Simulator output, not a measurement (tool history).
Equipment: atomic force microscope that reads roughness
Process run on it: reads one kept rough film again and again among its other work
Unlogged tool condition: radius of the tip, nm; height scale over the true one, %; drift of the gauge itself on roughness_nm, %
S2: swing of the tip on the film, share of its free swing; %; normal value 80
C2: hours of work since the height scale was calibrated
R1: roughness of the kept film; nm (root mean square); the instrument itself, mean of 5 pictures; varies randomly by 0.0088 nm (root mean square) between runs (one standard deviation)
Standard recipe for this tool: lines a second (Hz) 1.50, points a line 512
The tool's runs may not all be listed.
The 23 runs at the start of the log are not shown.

{"run": 24, "hour": 1001.3, "lines a second (Hz)": 1.06, "S2": 67, "points a line": 771, "pictures with this tip": 226, "C2": 106, "R1": 1.805}
{"run": 25, "hour": 1057.6, "lines a second (Hz)": 1.5, "S2": 80, "points a line": 287, "pictures with this tip": 270, "C2": 133, "R1": 1.654}
{"hour": 1086.5, "done": "new tip fitted"}
{"run": 26, "hour": 1102.3, "lines a second (Hz)": 2.8, "S2": 80, "points a line": 287, "pictures with this tip": 12, "C2": 154, "R1": 1.794}
{"hour": 1111.1, "done": "height scale calibrated on a step standard, once more"}
{"run": 27, "hour": 1132.8, "lines a second (Hz)": 2.8, "S2": 80, "points a line": 287, "pictures with this tip": 35, "C2": 10, "R1": 1.762}
{"run": 28, "hour": 1188.5, "lines a second (Hz)": 1.5, "S2": 57, "points a line": 512, "pictures with this tip": 78, "C2": 37, "R1": 1.949}
{"run": 29, "hour": 1216.9, "lines a second (Hz)": 1.5, "S2": 63, "points a line": 512, "pictures with this tip": 100, "C2": 50, "R1": 1.896}
{"run": 30, "hour": 1256.4, "lines a second (Hz)": 0.73, "S2": 62, "points a line": 880, "pictures with this tip": 130, "C2": 69, "R1": 1.899}
{"run": 31, "hour": 1289.8, "lines a second (Hz)": 3.68, "S2": 82, "points a line": 314, "pictures with this tip": 156, "C2": 85, "R1": 1.567}
{"run": 32, "hour": 1320.9, "lines a second (Hz)": 3.68, "S2": 82, "points a line": 314, "pictures with this tip": 180, "C2": 100, "R1": 1.547}
{"run": 33, "hour": 1364.7, "lines a second (Hz)": 1.36, "S2": 80, "points a line": 507, "pictures with this tip": 214, "C2": 121, "R1": 1.732}
{"run": 34, "hour": 1415.3, "lines a second (Hz)": 0.89, "S2": 80, "points a line": 845, "pictures with this tip": 253, "C2": 145, "R1": 1.736}
{"hour": 1465.7, "done": "new tip fitted"}
{"run": 35, "hour": 1465.7, "lines a second (Hz)": 1.5, "S2": 75, "points a line": 512, "pictures with this tip": 0, "C2": 169, "R1": 1.995}
{"run": 36, "hour": 1507.6, "lines a second (Hz)": 1.52, "S2": 64, "points a line": 346, "pictures with this tip": 33, "C2": 189, "R1": 1.966}
{"run": 37, "hour": 1548.0, "lines a second (Hz)": 1.52, "S2": 64, "points a line": 346, "pictures with this tip": 64, "C2": 208, "R1": 1.924}
{"run": 38, "hour": 1588.1, "lines a second (Hz)": 2.74, "S2": 64, "points a line": 743, "pictures with this tip": 95, "C2": 227, "R1": 1.891}
{"run": 39, "hour": 1632.8, "lines a second (Hz)": 0.71, "S2": 59, "points a line": 743, "pictures with this tip": 129, "C2": 249, "R1": 1.914}
{"run": 40, "hour": 1657.9, "lines a second (Hz)": 1.5, "S2": 69, "points a line": 829, "pictures with this tip": 149, "C2": 260, "R1": 1.839}
{"run": 41, "hour": 1698.8, "lines a second (Hz)": 2.08, "S2": 65, "points a line": 829, "pictures with this tip": 180, "C2": 280, "R1": 1.813}

Alternative continuations, all from the tool just after run 41; predict every row:
{"run": "A", "hour": 1736.9, "lines a second (Hz)": 1.5, "S2": 80, "points a line": 346, "pictures with this tip": 210, "C2": 298, "R1": "?"}
{"run": "B", "hour": 1736.9, "lines a second (Hz)": 0.76, "S2": 65, "points a line": 501, "pictures with this tip": 210, "C2": 298, "R1": "?"}
{"run": "C", "hour": 1736.9, "lines a second (Hz)": 0.96, "S2": 80, "points a line": 512, "pictures with this tip": 210, "C2": 298, "R1": "?"}

run=A R1=1.697
run=B R1=1.818
run=C R1=1.758
With no hidden state in the tool, these same runs would have given:
run=A R1=1.918
run=B R1=2.054
run=C R1=1.986
